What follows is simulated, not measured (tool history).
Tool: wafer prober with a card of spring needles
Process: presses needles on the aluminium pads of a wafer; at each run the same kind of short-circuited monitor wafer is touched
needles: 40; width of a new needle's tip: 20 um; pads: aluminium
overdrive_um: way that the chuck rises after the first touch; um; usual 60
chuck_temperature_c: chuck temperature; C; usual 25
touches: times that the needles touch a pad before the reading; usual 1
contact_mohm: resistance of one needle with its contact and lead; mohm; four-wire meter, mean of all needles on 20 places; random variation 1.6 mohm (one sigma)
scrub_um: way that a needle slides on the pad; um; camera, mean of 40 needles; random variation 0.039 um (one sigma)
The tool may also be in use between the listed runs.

{"run": 1, "hour": 0.0, "overdrive_um": 60, "chuck_temperature_c": 25, "touches": 1, "contact_mohm": 161, "scrub_um": 14.53}
{"hour": 1.4, "done": "tips cleaned on abrasive film"}
{"hour": 7.8, "done": "tips cleaned on abrasive film"}
{"hour": 14.2, "done": "tips cleaned on abrasive film"}
{"hour": 19.4, "done": "tips cleaned on abrasive film"}
{"hour": 25.8, "done": "tips cleaned on abrasive film"}
{"hour": 32.3, "done": "tips cleaned on abrasive film"}
{"run": 2, "hour": 32.9, "overdrive_um": 60, "chuck_temperature_c": 25, "touches": 1, "contact_mohm": 162, "scrub_um": 14.64}
{"hour": 38.1, "done": "tips cleaned on abrasive film"}
{"hour": 44.5, "done": "tips cleaned on abrasive film"}
{"hour": 50.9, "done": "tips cleaned on abrasive film"}
{"run": 3, "hour": 51.6, "overdrive_um": 60, "chuck_temperature_c": 25, "touches": 1, "contact_mohm": 160, "scrub_um": 14.6}
{"hour": 56.8, "done": "tips cleaned on abrasive film"}
{"hour": 63.2, "done": "tips cleaned on abrasive film"}
{"hour": 69.7, "done": "tips cleaned on abrasive film"}
{"hour": 76.1, "done": "tips cleaned on abrasive film"}
{"hour": 82.5, "done": "tips cleaned on abrasive film"}
{"hour": 88.3, "done": "tips cleaned on abrasive film"}
{"run": 4, "hour": 88.3, "overdrive_um": 60, "chuck_temperature_c": 25, "touches": 1, "contact_mohm": 161, "scrub_um": 14.51}
{"hour": 94.8, "done": "tips cleaned on abrasive film"}
{"hour": 101.2, "done": "tips cleaned on abrasive film"}
{"hour": 107.6, "done": "tips cleaned on abrasive film"}
{"run": 5, "hour": 110.5, "overdrive_um": 60, "chuck_temperature_c": 28, "touches": 1, "contact_mohm": 160, "scrub_um": 14.61}
{"hour": 113.1, "done": "tips cleaned on abrasive film"}
{"hour": 119.6, "done": "tips cleaned on abrasive film"}
{"hour": 126.0, "done": "tips cleaned on abrasive film"}
{"hour": 132.4, "done": "tips cleaned on abrasive film"}
{"run": 6, "hour": 136.5, "overdrive_um": 60, "chuck_temperature_c": 28, "touches": 1, "contact_mohm": 161, "scrub_um": 14.47}
{"hour": 137.8, "done": "tips cleaned on abrasive film"}
{"hour": 144.3, "done": "tips cleaned on abrasive film"}
{"hour": 150.7, "done": "tips cleaned on abrasive film"}
{"hour": 157.1, "done": "tips cleaned on abrasive film"}
{"hour": 163.2, "done": "tips cleaned on abrasive film"}
{"run": 7, "hour": 163.2, "overdrive_um": 73, "chuck_temperature_c": 25, "touches": 1, "contact_mohm": 158, "scrub_um": 17.7}
{"hour": 169.6, "done": "tips cleaned on abrasive film"}
{"hour": 174.8, "done": "tips cleaned on abrasive film"}
{"hour": 181.2, "done": "tips cleaned on abrasive film"}
{"hour": 186.4, "done": "tips cleaned on abrasive film"}
{"run": 8, "hour": 187.8, "overdrive_um": 60, "chuck_temperature_c": 25, "touches": 1, "contact_mohm": 161, "scrub_um": 14.42}
{"hour": 191.7, "done": "tips cleaned on abrasive film"}
{"hour": 198.1, "done": "tips cleaned on abrasive film"}
{"hour": 204.5, "done": "tips cleaned on abrasive film"}
{"hour": 210.3, "done": "tips cleaned on abrasive film"}
{"run": 9, "hour": 210.3, "overdrive_um": 60, "chuck_temperature_c": 25, "touches": 1, "contact_mohm": 158, "scrub_um": 14.37}
{"hour": 215.5, "done": "tips cleaned on abrasive film"}
{"hour": 221.9, "done": "tips cleaned on abrasive film"}
{"hour": 228.4, "done": "tips cleaned on abrasive film"}
{"hour": 233.5, "done": "tips cleaned on abrasive film"}
{"hour": 240.0, "done": "tips cleaned on abrasive film"}
{"run": 10, "hour": 242.9, "overdrive_um": 60, "chuck_temperature_c": 25, "touches": 2, "contact_mohm": 161, "scrub_um": 14.48}
{"hour": 245.6, "done": "tips cleaned on abrasive film"}
{"hour": 250.7, "done": "tips cleaned on abrasive film"}
{"hour": 257.1, "done": "tips cleaned on abrasive film"}
{"hour": 263.3, "done": "tips cleaned on abrasive film"}
{"run": 11, "hour": 263.3, "overdrive_um": 60, "chuck_temperature_c": 25, "touches": 2, "contact_mohm": 160, "scrub_um": 14.44}
{"hour": 269.7, "done": "tips cleaned on abrasive film"}
{"hour": 276.2, "done": "tips cleaned on abrasive film"}
{"hour": 282.6, "done": "tips cleaned on abrasive film"}
{"run": 12, "hour": 287.2, "overdrive_um": 60, "chuck_temperature_c": 25, "touches": 1, "contact_mohm": 160, "scrub_um": 14.51}
{"hour": 288.5, "done": "tips cleaned on abrasive film"}
{"hour": 291.4, "done": "height of the first contact set anew"}
{"hour": 294.0, "done": "tips cleaned on abrasive film"}
{"hour": 300.4, "done": "tips cleaned on abrasive film"}
{"hour": 306.9, "done": "tips cleaned on abrasive film"}
{"run": 13, "hour": 307.5, "overdrive_um": 60, "chuck_temperature_c": 57, "touches": 1, "contact_mohm": 170, "scrub_um": 14.47}
{"hour": 312.7, "done": "tips cleaned on abrasive film"}
{"hour": 319.1, "done": "tips cleaned on abrasive film"}
{"hour": 325.5, "done": "tips cleaned on abrasive film"}
{"hour": 332.0, "done": "tips cleaned on abrasive film"}
{"run": 14, "hour": 336.2, "overdrive_um": 76, "chuck_temperature_c": 25, "touches": 2, "contact_mohm": 154, "scrub_um": 18.29}
{"hour": 337.6, "done": "tips cleaned on abrasive film"}
{"hour": 344.0, "done": "tips cleaned on abrasive film"}
{"hour": 350.5, "done": "tips cleaned on abrasive film"}
{"hour": 356.9, "done": "tips cleaned on abrasive film"}
{"hour": 362.1, "done": "tips cleaned on abrasive film"}
{"run": 15, "hour": 362.1, "overdrive_um": 64, "chuck_temperature_c": 85, "touches": 3, "contact_mohm": 170, "scrub_um": 15.34}
{"hour": 368.5, "done": "tips cleaned on abrasive film"}
{"hour": 374.9, "done": "tips cleaned on abrasive film"}
{"hour": 381.3, "done": "tips cleaned on abrasive film"}
{"hour": 387.7, "done": "tips cleaned on abrasive film"}
{"run": 16, "hour": 389.5, "overdrive_um": 58, "chuck_temperature_c": 25, "touches": 1, "contact_mohm": 160, "scrub_um": 13.91}
{"hour": 393.4, "done": "tips cleaned on abrasive film"}
{"hour": 398.6, "done": "tips cleaned on abrasive film"}
{"hour": 405.0, "done": "tips cleaned on abrasive film"}
{"hour": 411.4, "done": "tips cleaned on abrasive film"}
{"hour": 417.9, "done": "tips cleaned on abrasive film"}
{"hour": 423.6, "done": "tips cleaned on abrasive film"}
{"run": 17, "hour": 423.6, "overdrive_um": 58, "chuck_temperature_c": 25, "touches": 1, "contact_mohm": 163, "scrub_um": 13.97}
{"hour": 430.1, "done": "tips cleaned on abrasive film"}
{"hour": 436.5, "done": "tips cleaned on abrasive film"}
{"hour": 442.9, "done": "tips cleaned on abrasive film"}
{"hour": 449.3, "done": "tips cleaned on abrasive film"}
{"run": 18, "hour": 451.7, "overdrive_um": 49, "chuck_temperature_c": 40, "touches": 3, "contact_mohm": 167, "scrub_um": 11.73}
{"hour": 455.6, "done": "tips cleaned on abrasive film"}
{"hour": 462.0, "done": "tips cleaned on abrasive film"}
{"hour": 467.2, "done": "tips cleaned on abrasive film"}
{"hour": 473.6, "done": "tips cleaned on abrasive film"}
{"hour": 478.8, "done": "tips cleaned on abrasive film"}
{"hour": 485.2, "done": "tips cleaned on abrasive film"}
{"run": 19, "hour": 487.3, "overdrive_um": 49, "chuck_temperature_c": 44, "touches": 3, "contact_mohm": 171, "scrub_um": 11.68}
{"hour": 491.2, "done": "tips cleaned on abrasive film"}
{"hour": 497.6, "done": "tips cleaned on abrasive film"}
{"hour": 504.0, "done": "tips cleaned on abrasive film"}
{"run": 20, "hour": 508.0, "overdrive_um": 60, "chuck_temperature_c": 93, "touches": 2, "contact_mohm": 175, "scrub_um": 14.32}
{"hour": 509.3, "done": "tips cleaned on abrasive film"}
{"hour": 515.8, "done": "tips cleaned on abrasive film"}
{"hour": 522.2, "done": "tips cleaned on abrasive film"}
{"run": 21, "hour": 524.6, "overdrive_um": 60, "chuck_temperature_c": 93, "touches": 2, "contact_mohm": 174, "scrub_um": 14.31}
{"hour": 528.5, "done": "tips cleaned on abrasive film"}
{"hour": 534.9, "done": "tips cleaned on abrasive film"}
{"hour": 540.1, "done": "tips cleaned on abrasive film"}
{"hour": 546.5, "done": "tips cleaned on abrasive film"}
{"run": 22, "hour": 547.8, "overdrive_um": 60, "chuck_temperature_c": 93, "touches": 2, "contact_mohm": 175, "scrub_um": 14.38}
{"hour": 551.7, "done": "tips cleaned on abrasive film"}
{"hour": 563.7, "done": "card fitted with new needles"}
{"hour": 570.1, "done": "tips cleaned on abrasive film"}
{"hour": 576.6, "done": "tips cleaned on abrasive film"}
{"hour": 581.7, "done": "tips cleaned on abrasive film"}
{"hour": 588.2, "done": "tips cleaned on abrasive film"}
{"run": 23, "hour": 589.2, "overdrive_um": 76, "chuck_temperature_c": 42, "touches": 2, "contact_mohm": 160, "scrub_um": 18.09}
{"hour": 594.4, "done": "tips cleaned on abrasive film"}
{"hour": 600.8, "done": "tips cleaned on abrasive film"}
{"hour": 607.2, "done": "tips cleaned on abrasive film"}
{"hour": 612.4, "done": "tips cleaned on abrasive film"}
{"hour": 618.8, "done": "tips cleaned on abrasive film"}
{"run": 24, "hour": 621.5, "overdrive_um": 61, "chuck_temperature_c": 42, "touches": 2, "contact_mohm": 165, "scrub_um": 14.57}

5 ways to go on from here, each from the tool as it stands after run 24. What would each give?
{"hour": 624.2, "done": "tips cleaned on abrasive film"}
{"hour": 630.6, "done": "tips cleaned on abrasive film"}
{"hour": 637.0, "done": "tips cleaned on abrasive film"}
{"hour": 643.4, "done": "tips cleaned on abrasive film"}
{"run": "A", "hour": 646.2, "overdrive_um": 60, "chuck_temperature_c": 52, "touches": 2, "contact_mohm": "?", "scrub_um": "?"}
{"hour": 624.2, "done": "tips cleaned on abrasive film"}
{"hour": 630.6, "done": "tips cleaned on abrasive film"}
{"hour": 637.0, "done": "tips cleaned on abrasive film"}
{"hour": 643.4, "done": "tips cleaned on abrasive film"}
{"run": "B", "hour": 646.2, "overdrive_um": 40, "chuck_temperature_c": 42, "touches": 3, "contact_mohm": "?", "scrub_um": "?"}
{"hour": 624.2, "done": "tips cleaned on abrasive film"}
{"hour": 630.6, "done": "tips cleaned on abrasive film"}
{"hour": 637.0, "done": "tips cleaned on abrasive film"}
{"hour": 643.4, "done": "tips cleaned on abrasive film"}
{"run": "C", "hour": 646.2, "overdrive_um": 46, "chuck_temperature_c": 88, "touches": 3, "contact_mohm": "?", "scrub_um": "?"}
{"hour": 624.2, "done": "tips cleaned on abrasive film"}
{"hour": 630.6, "done": "tips cleaned on abrasive film"}
{"hour": 637.0, "done": "tips cleaned on abrasive film"}
{"hour": 643.4, "done": "tips cleaned on abrasive film"}
{"run": "D", "hour": 646.2, "overdrive_um": 80, "chuck_temperature_c": 61, "touches": 1, "contact_mohm": "?", "scrub_um": "?"}
{"hour": 624.2, "done": "tips cleaned on abrasive film"}
{"hour": 630.6, "done": "tips cleaned on abrasive film"}
{"hour": 637.0, "done": "tips cleaned on abrasive film"}
{"hour": 643.4, "done": "tips cleaned on abrasive film"}
{"run": "E", "hour": 646.2, "overdrive_um": 46, "chuck_temperature_c": 25, "touches": 1, "contact_mohm": "?", "scrub_um": "?"}

run=A contact_mohm=168 scrub_um=14.35
run=B contact_mohm=174 scrub_um=9.54
run=C contact_mohm=183 scrub_um=11.01
run=D contact_mohm=159 scrub_um=19.1
run=E contact_mohm=168 scrub_um=10.9
Without the tool's hidden state the same runs would have given:
run=A contact_mohm=168 scrub_um=14.62
run=B contact_mohm=174 scrub_um=9.73
run=C contact_mohm=183 scrub_um=11.22
run=D contact_mohm=159 scrub_um=19.46
run=E contact_mohm=168 scrub_um=11.11
